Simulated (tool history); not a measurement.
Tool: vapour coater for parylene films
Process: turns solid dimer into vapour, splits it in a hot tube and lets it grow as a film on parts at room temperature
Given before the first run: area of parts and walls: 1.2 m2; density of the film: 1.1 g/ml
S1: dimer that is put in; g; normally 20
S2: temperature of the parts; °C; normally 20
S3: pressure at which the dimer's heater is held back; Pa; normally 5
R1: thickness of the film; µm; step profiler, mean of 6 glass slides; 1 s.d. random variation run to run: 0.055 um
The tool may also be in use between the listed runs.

run	hour	S1	S2	S3	R1
1	0	20	20	5	8.45
2	25	20	20	5	8.41
3	65.5	20	20	4.57	8.93
4	120.4	20	20	4.57	8.94
5	144.1	20	20	4.57	8.93
6	191.1	20	20	4.57	8.81
7	222.1	30	24	7.29	10.95
8	275.3	30	24	7.29	10.86
9	309.5	27	21	7.61	10.66
10	350.9	10	20	4.39	4.22
11	399.9	10	20	4.39	4.19
12	443.1	10	28	4.39	3.21

Withheld: 2 entries from between the runs. Position of each, and hidden state at the listed run before versus the listed run after:
In the gap between runs 2 and 3: trap's valve overhauled (hour 61.6)
  vapour lost through the trap's worn valve, %: 6.5 -> 0.3; true temperature of the parts over the reading, C: 0.78 -> 0.8
  the result without the hidden state subtracted from the measured one, R1: -0.81 -> -0.26 µm
In the gap between runs 6 and 7: table's thermometer calibrated (hour 195.6)
  vapour lost through the trap's worn valve, %: 2.4 -> 3; true temperature of the parts over the reading, C: 0.86 -> 1.35
  the result without the hidden state subtracted from the measured one, R1: -0.46 -> -0.81 µm
